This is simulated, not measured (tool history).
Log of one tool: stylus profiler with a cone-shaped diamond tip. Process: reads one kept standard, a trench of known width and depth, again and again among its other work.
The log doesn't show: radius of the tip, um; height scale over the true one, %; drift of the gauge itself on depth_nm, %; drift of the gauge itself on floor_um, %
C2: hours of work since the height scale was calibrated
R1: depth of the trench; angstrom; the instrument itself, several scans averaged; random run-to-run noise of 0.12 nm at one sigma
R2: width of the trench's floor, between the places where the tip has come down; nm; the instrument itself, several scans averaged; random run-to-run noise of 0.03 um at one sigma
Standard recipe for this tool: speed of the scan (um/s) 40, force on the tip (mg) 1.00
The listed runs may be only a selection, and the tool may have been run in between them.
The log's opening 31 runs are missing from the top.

Run 32, hour 2453.3: usual settings but speed of the scan (um/s) 21, force on the tip (mg) 0.48; scans with this tip 18185; C2 258. Result: R1 10017.3 angstrom, R2 95230 nm.
Run 33, hour 2534.0: usual settings but speed of the scan (um/s) 21, force on the tip (mg) 0.48; scans with this tip 18559; C2 302. Result: R1 10015.7 angstrom, R2 95180 nm.
Run 34, hour 2599.4: usual settings but speed of the scan (um/s) 107, force on the tip (mg) 0.51; scans with this tip 18862; C2 338. Result: R1 10014.9 angstrom, R2 94320 nm.
Run 35, hour 2664.6: usual settings but speed of the scan (um/s) 107, force on the tip (mg) 0.51; scans with this tip 19165; C2 374. Result: R1 10015.6 angstrom, R2 94270 nm.
Run 36, hour 2723.9: usual settings but speed of the scan (um/s) 19, force on the tip (mg) 0.51; scans with this tip 19440; C2 406. Result: R1 10013.1 angstrom, R2 95200 nm.
Run 37, hour 2770.8: usual settings but speed of the scan (um/s) 19, force on the tip (mg) 0.51; scans with this tip 19658; C2 432. Result: R1 10013.1 angstrom, R2 95170 nm.
Run 38, hour 2872.9: usual settings but speed of the scan (um/s) 58, force on the tip (mg) 2.38; scans with this tip 20132; C2 488. Result: R1 10055.3 angstrom, R2 95040 nm.
Run 39, hour 2981.0: usual settings but speed of the scan (um/s) 58, force on the tip (mg) 2.38; scans with this tip 20633; C2 548. Result: R1 10054.9 angstrom, R2 94970 nm.
Run 40, hour 3069.3: usual settings but speed of the scan (um/s) 15, force on the tip (mg) 2.98; scans with this tip 21043; C2 596. Result: R1 10063.5 angstrom, R2 95200 nm.
Run 41, hour 3116.7: usual settings but speed of the scan (um/s) 16, force on the tip (mg) 0.53; scans with this tip 21263; C2 622. Result: R1 10009.1 angstrom, R2 95050 nm.

The next listed run, before its measurement:
Run 42, hour 3162.4: usual settings but speed of the scan (um/s) 48, force on the tip (mg) 1.28; scans with this tip 21475; C2 647. Result: R1 ?, R2 ?.

Logged for run 42: R1 10028.1 angstrom, R2 94970 nm.
Had the tool carried no hidden state, the very same run would have given R1 10045.3 angstrom, R2 96270 nm.

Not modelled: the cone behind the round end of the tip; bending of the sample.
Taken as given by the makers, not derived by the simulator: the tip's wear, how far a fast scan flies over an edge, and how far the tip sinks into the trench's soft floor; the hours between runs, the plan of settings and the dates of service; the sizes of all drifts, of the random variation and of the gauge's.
